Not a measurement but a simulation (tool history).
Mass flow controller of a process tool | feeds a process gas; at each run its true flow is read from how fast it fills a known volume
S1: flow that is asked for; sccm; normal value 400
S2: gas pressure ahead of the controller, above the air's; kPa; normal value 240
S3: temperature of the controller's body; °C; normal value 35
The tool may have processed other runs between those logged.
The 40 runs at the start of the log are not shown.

Run 41, day 155.95: usual settings but S2 275 kPa, S3 20 °C. Result: true flow (%) 101.77.
Run 42, day 159.288: usual settings but S2 275 kPa, S3 20 °C. Result: true flow (%) 101.76.
Run 43, day 163: usual settings but S2 275 kPa, S3 20 °C. Result: true flow (%) 101.87.
Run 44, day 166.325: usual settings but S1 550 sccm, S2 275 kPa, S3 30 °C. Result: true flow (%) 102.6.
Run 45, day 171.312: usual settings but S1 114 sccm, S2 260 kPa, S3 31 °C. Result: true flow (%) 107.91.
Run 46, day 173.617: usual settings but S1 114 sccm, S2 166 kPa, S3 31 °C. Result: true flow (%) 108.38.
Run 47, day 177.042: usual settings but S1 123 sccm. Result: true flow (%) 108.05.
Run 48, day 180.279: usual settings but S1 498 sccm. Result: true flow (%) 103.59.

Predict each of these 3 candidate next runs independently; none follows another, all start after run 48:
Run A, day 184.842: usual settings but S1 338 sccm, S3 31 °C. Result: true flow (%) ?.
Run B, day 184.842: usual settings but S1 498 sccm, S2 213 kPa. Result: true flow (%) ?.
Run C, day 184.842: usual settings but S1 836 sccm. Result: true flow (%) ?.

run  true flow (%)
  A         103.71
  B         103.69
  C         103.03
Without the tool's unlogged condition, the same runs would have read:
run  true flow (%)
  A         100.12
  B         100.87
  C         100.86

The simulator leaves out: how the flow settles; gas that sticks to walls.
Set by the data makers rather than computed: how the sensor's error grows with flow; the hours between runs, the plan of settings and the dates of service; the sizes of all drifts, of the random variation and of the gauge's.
